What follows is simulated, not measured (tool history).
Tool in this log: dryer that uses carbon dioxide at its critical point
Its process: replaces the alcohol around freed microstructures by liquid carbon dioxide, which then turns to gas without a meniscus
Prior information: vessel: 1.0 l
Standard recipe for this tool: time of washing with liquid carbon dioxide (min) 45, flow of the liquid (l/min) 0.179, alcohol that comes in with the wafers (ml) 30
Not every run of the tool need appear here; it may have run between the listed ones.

run,day,time of washing with liquid carbon dioxide (min),flow of the liquid (l/min),alcohol that comes in with the wafers (ml),alcohol left in the vessel before it's heated (ppm by volume)
1,0.000,45,0.179,30,207
2,2.817,45,0.179,30,221
3,4.396,45,0.179,49,233
4,6.571,45,0.179,49,241
# day 7.929: purifier's bed changed
5,9.008,45,0.179,44,44
6,10.783,45,0.179,44,46
7,12.808,49,0.179,44,39
8,15.496,49,0.179,44,42
9,17.142,49,0.179,44,42
10,19.083,49,0.179,44,38
11,20.417,49,0.179,44,46
12,22.379,49,0.179,44,56
13,24.604,49,0.175,44,74
14,27.408,45,0.179,30,72
15,30.421,45,0.179,30,81
# day 32.067: inlet filter changed
16,33.054,46,0.151,92,197
17,34.867,36,0.179,31,135
18,37.896,53,0.256,22,73
19,39.250,53,0.256,22,77
20,40.575,53,0.256,22,76
21,42.279,33,0.192,30,159
22,44.188,45,0.179,31,91
23,45.975,45,0.130,30,259
24,47.492,40,0.167,34,166
25,49.738,45,0.174,96,183
26,51.096,35,0.241,30,110
27,53.512,27,0.179,40,653

5 options for the next run, each taken on its own from the tool as it stands now. Forecast them:
A,56.462,45,0.136,46,?
B,56.462,27,0.219,40,?
C,56.462,32,0.137,108,?
D,56.462,39,0.143,40,?
E,56.462,33,0.108,20,?

run,alcohol left in the vessel before it's heated (ppm by volume)
A,360
B,314
C,2610
D,412
E,1139
With no hidden state in the tool, these same runs would have given:
run,alcohol left in the vessel before it's heated (ppm by volume)
A,173
B,144
C,1860
D,213
E,817
